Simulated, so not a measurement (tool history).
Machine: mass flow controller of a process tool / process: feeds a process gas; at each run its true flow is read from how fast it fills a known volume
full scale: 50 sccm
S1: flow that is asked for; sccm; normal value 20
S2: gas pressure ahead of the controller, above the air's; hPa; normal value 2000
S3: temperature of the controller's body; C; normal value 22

{"run": 1, "hour": 0.0, "S1": 20, "S2": 2000, "S3": 22, "true flow (%)": 99.08}
{"run": 2, "hour": 94.7, "S1": 20, "S2": 2000, "S3": 22, "true flow (%)": 99.07}
{"run": 3, "hour": 220.7, "S1": 20, "S2": 2000, "S3": 22, "true flow (%)": 99.17}
{"run": 4, "hour": 392.9, "S1": 20, "S2": 2000, "S3": 22, "true flow (%)": 99.12}
{"run": 5, "hour": 493.4, "S1": 20, "S2": 2000, "S3": 22, "true flow (%)": 99.09}
{"run": 6, "hour": 571.9, "S1": 20, "S2": 2500, "S3": 22, "true flow (%)": 99.5}
{"run": 7, "hour": 718.8, "S1": 20, "S2": 1510, "S3": 22, "true flow (%)": 99.07}
{"run": 8, "hour": 883.5, "S1": 20, "S2": 1510, "S3": 22, "true flow (%)": 98.95}
{"run": 9, "hour": 1042.2, "S1": 20, "S2": 2000, "S3": 22, "true flow (%)": 99.27}
{"run": 10, "hour": 1131.2, "S1": 20, "S2": 2000, "S3": 22, "true flow (%)": 99.36}
{"run": 11, "hour": 1204.2, "S1": 20, "S2": 2000, "S3": 22, "true flow (%)": 99.55}
{"run": 12, "hour": 1302.7, "S1": 20, "S2": 2000, "S3": 22, "true flow (%)": 99.52}
{"run": 13, "hour": 1451.4, "S1": 20, "S2": 2000, "S3": 22, "true flow (%)": 98.5}
{"run": 14, "hour": 1583.7, "S1": 20, "S2": 2000, "S3": 22, "true flow (%)": 98.42}
{"run": 15, "hour": 1654.5, "S1": 20, "S2": 1560, "S3": 22, "true flow (%)": 98.2}
{"run": 16, "hour": 1745.0, "S1": 20, "S2": 1690, "S3": 22, "true flow (%)": 98.27}
{"run": 17, "hour": 1829.9, "S1": 8, "S2": 1690, "S3": 27, "true flow (%)": 98.68}
{"run": 18, "hour": 1903.3, "S1": 19, "S2": 1670, "S3": 28, "true flow (%)": 98.85}
{"run": 19, "hour": 1996.7, "S1": 20, "S2": 2260, "S3": 22, "true flow (%)": 98.69}
{"run": 20, "hour": 2119.9, "S1": 20, "S2": 1640, "S3": 23, "true flow (%)": 98.53}
{"run": 21, "hour": 2293.2, "S1": 20, "S2": 1640, "S3": 23, "true flow (%)": 98.41}
{"run": 22, "hour": 2377.7, "S1": 9, "S2": 1480, "S3": 31, "true flow (%)": 99.15}
{"run": 23, "hour": 2521.2, "S1": 8, "S2": 1660, "S3": 28, "true flow (%)": 98.96}
{"run": 24, "hour": 2615.3, "S1": 8, "S2": 1660, "S3": 28, "true flow (%)": 98.88}
{"run": 25, "hour": 2747.4, "S1": 8, "S2": 1660, "S3": 28, "true flow (%)": 98.93}
{"run": 26, "hour": 2874.9, "S1": 40, "S2": 1480, "S3": 29, "true flow (%)": 99.35}
{"run": 27, "hour": 2979.1, "S1": 40, "S2": 1480, "S3": 29, "true flow (%)": 99.21}
{"run": 28, "hour": 3142.2, "S1": 40, "S2": 2490, "S3": 29, "true flow (%)": 99.7}
{"run": 29, "hour": 3243.6, "S1": 40, "S2": 2490, "S3": 29, "true flow (%)": 99.72}

Withheld: 2 entries from between the runs. Position of each, and hidden state at the listed run before versus the listed run after:
Runs 8 to 9: controller's zero set anew (hour 900.1)
  flow at rest that the sensor doesn't see, % of full scale: 0.265 -> 0.352; true flow over the shown one, %: -0.42 -> -0.44
  measured result minus the result with no hidden state, true flow (%): +0.24 -> +0.44
Runs 12 to 13: controller's zero set anew, once more (hour 1446.6)
  flow at rest that the sensor doesn't see, % of full scale: 0.37 -> 0.006; true flow over the shown one, %: -0.47 -> -0.49
  measured result minus the result with no hidden state, true flow (%): +0.46 -> -0.47

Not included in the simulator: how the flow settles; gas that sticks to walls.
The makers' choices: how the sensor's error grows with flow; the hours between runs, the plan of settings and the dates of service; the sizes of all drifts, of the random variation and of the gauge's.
